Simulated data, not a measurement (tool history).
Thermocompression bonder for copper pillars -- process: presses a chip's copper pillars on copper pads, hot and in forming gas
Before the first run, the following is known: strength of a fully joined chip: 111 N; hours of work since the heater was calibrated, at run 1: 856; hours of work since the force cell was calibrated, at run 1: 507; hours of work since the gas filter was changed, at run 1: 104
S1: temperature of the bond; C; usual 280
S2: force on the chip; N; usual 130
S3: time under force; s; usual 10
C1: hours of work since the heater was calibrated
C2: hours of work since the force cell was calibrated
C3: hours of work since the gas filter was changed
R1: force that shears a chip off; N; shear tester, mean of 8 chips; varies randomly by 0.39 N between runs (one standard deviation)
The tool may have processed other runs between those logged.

| run | hour | S1 | S2 | S3 | C1 | C2 | C3 | R1 |
|---|---|---|---|---|---|---|---|---|
| 1 | 0.0 | 280 | 130 | 10 | 856 | 507 | 104 | 64.1 |
|  | 7.6 | forming gas filter changed |
| 2 | 14.0 | 280 | 130 | 24 | 866 | 516 | 5 | 81.8 |
| 3 | 25.2 | 280 | 130 | 24 | 874 | 525 | 13 | 83.1 |
| 4 | 38.5 | 280 | 130 | 10 | 884 | 534 | 22 | 65.1 |
| 5 | 47.4 | 280 | 130 | 10 | 890 | 541 | 29 | 65.5 |
| 6 | 61.6 | 280 | 130 | 10 | 901 | 551 | 39 | 65.1 |
| 7 | 78.6 | 280 | 130 | 10 | 913 | 563 | 52 | 64.3 |
| 8 | 89.0 | 280 | 130 | 10 | 921 | 571 | 59 | 64.4 |
| 9 | 100.4 | 280 | 130 | 10 | 929 | 579 | 68 | 65.8 |
| 10 | 108.6 | 280 | 130 | 10 | 935 | 585 | 74 | 65.4 |
| 11 | 120.7 | 280 | 130 | 10 | 944 | 594 | 82 | 65.3 |
| 12 | 138.4 | 280 | 130 | 10 | 957 | 607 | 95 | 64.6 |
| 13 | 152.4 | 280 | 130 | 10 | 967 | 617 | 105 | 64.3 |
|  | 158.3 | forming gas filter changed |
| 14 | 160.5 | 280 | 95 | 10 | 972 | 623 | 2 | 51.0 |
| 15 | 172.8 | 280 | 95 | 10 | 981 | 632 | 11 | 50.6 |
| 16 | 189.9 | 282 | 96 | 14 | 994 | 644 | 23 | 58.7 |
| 17 | 201.7 | 299 | 95 | 11 | 1002 | 653 | 32 | 65.3 |
| 18 | 212.0 | 291 | 95 | 11 | 1010 | 660 | 39 | 59.7 |
| 19 | 222.8 | 291 | 95 | 11 | 1018 | 668 | 47 | 59.5 |
| 20 | 239.2 | 299 | 142 | 11 | 1030 | 680 | 59 | 83.7 |
| 21 | 248.4 | 299 | 142 | 11 | 1036 | 687 | 66 | 84.3 |
| 22 | 264.0 | 307 | 146 | 10 | 1048 | 698 | 77 | 87.7 |
| 23 | 275.1 | 260 | 122 | 10 | 1056 | 706 | 85 | 48.0 |
| 24 | 291.1 | 292 | 79 | 7 | 1067 | 718 | 97 | 43.6 |
| 25 | 303.1 | 292 | 138 | 15 | 1076 | 727 | 105 | 84.5 |

Here are 3 independent what-if runs from the current tool condition. What would each one return?
|  | 308.8 | forming gas filter changed |
| A | 313.0 | 263 | 173 | 16 | 1083 | 733 | 3 | ? |
|  | 308.8 | forming gas filter changed |
| B | 313.0 | 253 | 110 | 22 | 1083 | 733 | 3 | ? |
|  | 308.8 | forming gas filter changed |
| C | 313.0 | 280 | 103 | 10 | 1083 | 733 | 3 | ? |

| run | R1 |
|---|---|
| A | 76.0 |
| B | 52.9 |
| C | 54.5 |
What these runs would have given with no unlogged condition in the tool:
| run | R1 |
|---|---|
| A | 75.7 |
| B | 52.5 |
| C | 54.1 |
